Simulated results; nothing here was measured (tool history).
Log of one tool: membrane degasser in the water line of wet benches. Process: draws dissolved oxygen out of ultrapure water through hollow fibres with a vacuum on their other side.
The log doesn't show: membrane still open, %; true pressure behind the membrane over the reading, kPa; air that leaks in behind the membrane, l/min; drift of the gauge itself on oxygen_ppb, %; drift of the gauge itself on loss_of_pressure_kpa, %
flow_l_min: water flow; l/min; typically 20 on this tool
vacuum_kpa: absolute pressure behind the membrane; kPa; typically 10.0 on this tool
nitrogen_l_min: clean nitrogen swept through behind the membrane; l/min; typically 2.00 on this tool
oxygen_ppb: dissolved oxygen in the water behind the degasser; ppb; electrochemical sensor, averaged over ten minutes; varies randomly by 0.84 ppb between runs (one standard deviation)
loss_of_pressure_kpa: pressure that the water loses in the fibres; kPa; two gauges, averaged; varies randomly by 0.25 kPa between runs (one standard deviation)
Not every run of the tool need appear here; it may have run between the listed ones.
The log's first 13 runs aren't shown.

run,hour,flow_l_min,vacuum_kpa,nitrogen_l_min,hours since the membrane was changed,hours since the vacuum gauge was calibrated,hours since the vacuum lines were made tight,oxygen_ppb,loss_of_pressure_kpa
14,2831.1,20,10.0,2.30,12062,3380,1632,175.3,72.83
# hour 2905.0: vacuum gauge calibrated
15,3046.5,20,10.0,2.30,12276,141,1846,171.0,72.32
16,3297.1,20,10.0,2.30,12527,392,2097,170.0,73.24
17,3459.3,15,10.2,2.30,12689,554,2259,119.5,54.36
18,3693.9,31,8.4,0.89,12924,789,2494,490.3,112.89
19,3977.8,19,24.7,2.39,13208,1073,2778,421.6,69.38
20,4143.8,26,12.1,2.39,13374,1239,2944,304.0,94.73
21,4345.5,26,12.1,2.39,13576,1441,3145,305.8,94.61
22,4609.3,15,12.1,1.54,13839,1704,3409,215.5,54.82
23,4806.1,27,10.0,2.23,14036,1901,3606,282.3,98.77
24,5045.9,16,8.0,4.70,14276,2141,3846,54.6,59.24
25,5330.3,31,6.0,5.76,14560,2425,4130,184.4,114.89
26,5576.6,17,7.3,5.76,14807,2672,4377,48.8,62.47
27,5709.2,19,8.4,1.38,14939,2804,4509,196.9,70.55
28,5974.1,19,22.9,2.74,15204,3069,4774,351.4,69.79
29,6243.2,19,22.9,2.74,15473,3338,5043,354.6,70.39
# hour 6355.0: vacuum gauge calibrated
30,6525.6,25,10.0,4.90,15755,171,5325,162.1,92.31
# hour 6624.2: seals of the vacuum lines changed
31,6751.7,14,10.0,1.22,15979,395,128,187.4,52.16

What if the next run were any one of these 4? Each begins from the tool's condition after run 31:
A,6970.1,24,13.2,5.34,16198,613,346,?,?
B,6970.1,25,11.5,2.74,16198,613,346,?,?
C,6970.1,24,18.6,1.04,16198,613,346,?,?
D,6970.1,14,23.3,1.22,16198,613,346,?,?

run,oxygen_ppb,loss_of_pressure_kpa
A,175.1,89.51
B,255.1,93.11
C,778.7,89.14
D,514.0,51.69
What these runs would have given with no unlogged condition in the tool:
run,oxygen_ppb,loss_of_pressure_kpa
A,148.9,81.24
B,225.4,84.51
C,754.6,80.88
D,509.0,46.90

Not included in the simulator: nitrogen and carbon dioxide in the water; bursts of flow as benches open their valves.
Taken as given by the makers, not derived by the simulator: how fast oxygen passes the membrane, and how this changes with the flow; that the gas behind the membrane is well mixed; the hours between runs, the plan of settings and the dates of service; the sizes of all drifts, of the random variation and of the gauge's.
